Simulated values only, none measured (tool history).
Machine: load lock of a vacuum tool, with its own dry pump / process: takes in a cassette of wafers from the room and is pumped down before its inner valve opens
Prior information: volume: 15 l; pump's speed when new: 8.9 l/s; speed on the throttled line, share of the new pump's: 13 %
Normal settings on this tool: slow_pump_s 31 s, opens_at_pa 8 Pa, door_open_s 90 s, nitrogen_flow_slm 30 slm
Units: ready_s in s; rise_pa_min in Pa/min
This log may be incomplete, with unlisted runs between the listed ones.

| run | hour | slow_pump_s | opens_at_pa | door_open_s | nitrogen_flow_slm | incoming humidity of the room's air, % | ready_s | rise_pa_min |
|---|---|---|---|---|---|---|---|---|
| 1 | 0.0 | 31 | 8 | 90 | 30 | 44.6 | 47.0 | 0.171 |
| 2 | 648.0 | 31 | 8 | 90 | 30 | 44.4 | 46.9 | 0.195 |
| 3 | 1054.8 | 31 | 8 | 90 | 30 | 43.8 | 47.3 | 0.212 |
| 4 | 1460.7 | 31 | 7 | 90 | 30 | 44.7 | 48.2 | 0.235 |
| 5 | 1926.1 | 31 | 7 | 90 | 30 | 47.4 | 47.9 | 0.271 |
| 6 | 2373.3 | 31 | 7 | 90 | 30 | 43.8 | 48.1 | 0.291 |
| 7 | 3065.4 | 31 | 8 | 90 | 30 | 44.8 | 47.9 | 0.339 |
|  | 3424.8 | dry pump taken out, an overhauled one fitted |
| 8 | 3453.3 | 31 | 8 | 90 | 30 | 46.1 | 43.1 | 0.379 |
| 9 | 3964.5 | 31 | 8 | 31 | 24 | 45.3 | 43.8 | 0.385 |
| 10 | 4633.8 | 21 | 8 | 90 | 9 | 45.8 | 34.6 | 0.509 |
| 11 | 5116.5 | 19 | 11 | 46 | 5 | 45.4 | 32.9 | 0.522 |
| 12 | 5461.6 | 33 | 8 | 46 | 5 | 46.0 | 45.3 | 0.554 |
| 13 | 5823.7 | 37 | 8 | 46 | 22 | 45.6 | 48.3 | 0.568 |
| 14 | 6319.6 | 61 | 10 | 90 | 30 | 43.1 | 69.6 | 0.640 |
| 15 | 6883.2 | 27 | 7 | 90 | 4 | 44.0 | 40.4 | 0.724 |

Same runs, no hidden state in the tool, same run-to-run variation:
Unlogged tool condition in this case: pump's speed, % of a new pump's; leak at the door's seal, Pa l/s; drift of the gauge itself on ready_s, %; drift of the gauge itself on rise_pa_min, %.
| run | ready_s | rise_pa_min |
|---|---|---|
| 1 | 43.2 | 0.079 |
| 2 | 42.9 | 0.075 |
| 3 | 43.2 | 0.074 |
| 4 | 43.9 | 0.073 |
| 5 | 43.4 | 0.078 |
| 6 | 43.4 | 0.070 |
| 7 | 43.0 | 0.073 |
| 8 | 43.1 | 0.078 |
| 9 | 43.8 | 0.044 |
| 10 | 34.4 | 0.115 |
| 11 | 32.6 | 0.079 |
| 12 | 45.0 | 0.085 |
| 13 | 47.9 | 0.058 |
| 14 | 69.2 | 0.072 |
| 15 | 39.7 | 0.132 |
